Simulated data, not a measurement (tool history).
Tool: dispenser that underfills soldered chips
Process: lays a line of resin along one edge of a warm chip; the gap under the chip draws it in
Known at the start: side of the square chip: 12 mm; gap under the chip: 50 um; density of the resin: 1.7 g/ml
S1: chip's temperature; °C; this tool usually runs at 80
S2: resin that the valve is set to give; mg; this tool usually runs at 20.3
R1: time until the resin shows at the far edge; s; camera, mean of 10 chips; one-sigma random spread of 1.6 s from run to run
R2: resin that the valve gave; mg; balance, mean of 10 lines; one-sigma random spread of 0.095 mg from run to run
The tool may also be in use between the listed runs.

| run | day | S1 | S2 | R1 | R2 |
|---|---|---|---|---|---|
| 1 | 0 | 80 | 20.3 | 190.4 | 18.08 |
|  | 0.2 | new syringe of resin |
|  | 0.571 | new syringe of resin |
| 2 | 0.571 | 80 | 20.3 | 155.7 | 18.04 |
|  | 0.933 | new syringe of resin |
| 3 | 0.958 | 80 | 20.3 | 165.2 | 17.93 |
|  | 1.154 | dispensing valve cleaned and set on the balance |
|  | 1.367 | new syringe of resin |
| 4 | 1.5 | 80 | 20.3 | 177.3 | 20.09 |
|  | 1.767 | new syringe of resin |
| 5 | 1.804 | 80 | 20.3 | 165.5 | 20.18 |
|  | 2.129 | new syringe of resin |
| 6 | 2.304 | 80 | 20.3 | 183.1 | 20 |
|  | 2.5 | new syringe of resin |
| 7 | 2.683 | 80 | 19.3 | 185.2 | 18.89 |
|  | 2.875 | new syringe of resin |
| 8 | 2.988 | 80 | 19.3 | 175.9 | 18.82 |
|  | 3.271 | new syringe of resin |
| 9 | 3.308 | 80 | 20 | 165.8 | 19.49 |
|  | 3.646 | new syringe of resin |
| 10 | 3.892 | 80 | 20 | 203 | 19.08 |
|  | 4.008 | new syringe of resin |
| 11 | 4.346 | 80 | 20 | 217 | 19.12 |
|  | 4.412 | new syringe of resin |
|  | 4.788 | new syringe of resin |
| 12 | 4.817 | 80 | 20.3 | 163.6 | 19.24 |
|  | 5.183 | new syringe of resin |
| 13 | 5.317 | 80 | 20.3 | 179.2 | 19.35 |
|  | 5.546 | new syringe of resin |
| 14 | 5.746 | 71 | 26.3 | 251.1 | 24.88 |
|  | 5.921 | new syringe of resin |
| 15 | 6.096 | 69 | 25.4 | 265.6 | 23.7 |
|  | 6.321 | new syringe of resin |
| 16 | 6.5 | 78 | 20.5 | 197.5 | 19.11 |
|  | 6.692 | new syringe of resin |
| 17 | 6.979 | 78 | 20.5 | 218.6 | 18.96 |
|  | 7.058 | new syringe of resin |
|  | 7.425 | new syringe of resin |
| 18 | 7.5 | 78 | 20.5 | 179.4 | 18.84 |

Run 19 comes next. What will it give?
|  | 7.8 | new syringe of resin |
| 19 | 8.046 | 87 | 22.9 | ? | ? |

{"run 19": {"R1": 157.3, "R2": 20.83}}
The same run, on a tool lacking any hidden state, would have yielded R1 128.7 s, R2 22.84 mg.
